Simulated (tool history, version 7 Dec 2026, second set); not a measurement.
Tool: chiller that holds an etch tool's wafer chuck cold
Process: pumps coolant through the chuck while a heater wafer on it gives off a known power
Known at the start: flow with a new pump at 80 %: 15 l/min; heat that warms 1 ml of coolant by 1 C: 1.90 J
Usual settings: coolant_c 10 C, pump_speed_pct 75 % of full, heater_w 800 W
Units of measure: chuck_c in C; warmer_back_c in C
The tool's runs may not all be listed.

run,hour,coolant_c,pump_speed_pct,heater_w,chuck_c,warmer_back_c
1,0,10,75,800,19.7,1.8
2,77.3,0,75,800,9.77,1.78
3,108.8,0,75,800,9.58,1.79
4,155.6,0,75,800,9.66,1.8
5,217.6,0,75,800,9.71,1.82
6,262.9,0,75,800,9.8,1.78
7,300.7,0,75,800,9.68,1.79
8,354.5,0,75,800,9.81,1.8
9,400,0,75,800,9.76,1.81
10,436.8,7,75,800,16.63,1.82
11,513.5,7,75,800,16.66,1.8
12,581.2,5,62,670,14.66,1.8
13,647.1,5,62,670,14.62,1.81
14,720.7,5,62,670,14.59,1.79
15,790.9,5,62,670,14.58,1.8
16,836,10,79,800,19.23,1.72
17,870.2,16,74,578,23.14,1.31
18,936.5,16,74,578,23.21,1.33
19,983.5,8,60,822,20.11,2.29
20,1029.7,8,60,822,19.95,2.28

Each row is a separate what-if for the run after 20, all from the same tool condition, not one after another. Results?
A,1066.2,8,60,412,?,?
B,1066.2,0,70,822,?,?
C,1066.2,10,78,800,?,?
D,1066.2,5,75,656,?,?

run,chuck_c,warmer_back_c
A,14.16,1.15
B,10.54,1.98
C,19.44,1.72
D,13.11,1.47
Without the tool's hidden state the same runs would have given:
run,chuck_c,warmer_back_c
A,14.16,1.15
B,10.53,1.98
C,19.43,1.72
D,13.1,1.46
